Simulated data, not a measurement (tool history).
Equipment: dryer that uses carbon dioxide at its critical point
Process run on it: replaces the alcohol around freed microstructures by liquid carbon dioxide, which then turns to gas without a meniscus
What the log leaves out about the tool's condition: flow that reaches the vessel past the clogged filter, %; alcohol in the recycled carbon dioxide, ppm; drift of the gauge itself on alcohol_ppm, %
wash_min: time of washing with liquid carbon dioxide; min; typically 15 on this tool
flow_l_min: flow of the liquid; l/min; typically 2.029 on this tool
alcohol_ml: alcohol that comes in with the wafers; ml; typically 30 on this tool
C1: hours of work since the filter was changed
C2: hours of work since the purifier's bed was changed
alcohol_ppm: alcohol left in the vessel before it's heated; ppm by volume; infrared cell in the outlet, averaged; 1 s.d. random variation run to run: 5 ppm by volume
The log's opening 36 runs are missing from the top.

{"run": 37, "hour": 625.3, "wash_min": 11, "flow_l_min": 2.029, "alcohol_ml": 95, "C1": 369, "C2": 468, "alcohol_ppm": 338}
{"run": 38, "hour": 644.5, "wash_min": 24, "flow_l_min": 2.029, "alcohol_ml": 95, "C1": 380, "C2": 479, "alcohol_ppm": 119}
{"run": 39, "hour": 664.4, "wash_min": 24, "flow_l_min": 2.029, "alcohol_ml": 95, "C1": 392, "C2": 491, "alcohol_ppm": 130}
{"run": 40, "hour": 679.7, "wash_min": 15, "flow_l_min": 2.96, "alcohol_ml": 30, "C1": 401, "C2": 500, "alcohol_ppm": 124}
{"run": 41, "hour": 693.5, "wash_min": 15, "flow_l_min": 2.96, "alcohol_ml": 30, "C1": 409, "C2": 508, "alcohol_ppm": 138}
{"run": 42, "hour": 715.4, "wash_min": 19, "flow_l_min": 1.98, "alcohol_ml": 114, "C1": 422, "C2": 521, "alcohol_ppm": 154}
{"run": 43, "hour": 737.3, "wash_min": 11, "flow_l_min": 1.65, "alcohol_ml": 37, "C1": 435, "C2": 534, "alcohol_ppm": 341}
{"run": 44, "hour": 753.2, "wash_min": 10, "flow_l_min": 1.83, "alcohol_ml": 29, "C1": 444, "C2": 543, "alcohol_ppm": 299}
{"run": 45, "hour": 772.3, "wash_min": 22, "flow_l_min": 2.0, "alcohol_ml": 29, "C1": 455, "C2": 554, "alcohol_ppm": 149}
{"run": 46, "hour": 790.9, "wash_min": 20, "flow_l_min": 1.48, "alcohol_ml": 66, "C1": 466, "C2": 565, "alcohol_ppm": 193}
{"run": 47, "hour": 801.9, "wash_min": 15, "flow_l_min": 2.6, "alcohol_ml": 21, "C1": 473, "C2": 572, "alcohol_ppm": 149}

Here are 4 independent what-if runs from the current tool condition. What would each one return?
{"run": "A", "hour": 825.2, "wash_min": 24, "flow_l_min": 2.05, "alcohol_ml": 53, "C1": 487, "C2": 586, "alcohol_ppm": "?"}
{"run": "B", "hour": 825.2, "wash_min": 20, "flow_l_min": 1.77, "alcohol_ml": 21, "C1": 487, "C2": 586, "alcohol_ppm": "?"}
{"run": "C", "hour": 825.2, "wash_min": 15, "flow_l_min": 2.029, "alcohol_ml": 103, "C1": 487, "C2": 586, "alcohol_ppm": "?"}
{"run": "D", "hour": 825.2, "wash_min": 15, "flow_l_min": 1.77, "alcohol_ml": 21, "C1": 487, "C2": 586, "alcohol_ppm": "?"}

run=A alcohol_ppm=159
run=B alcohol_ppm=169
run=C alcohol_ppm=199
run=D alcohol_ppm=162
What these runs would have given with no unlogged condition in the tool:
run=A alcohol_ppm=9
run=B alcohol_ppm=18
run=C alcohol_ppm=17
run=D alcohol_ppm=0
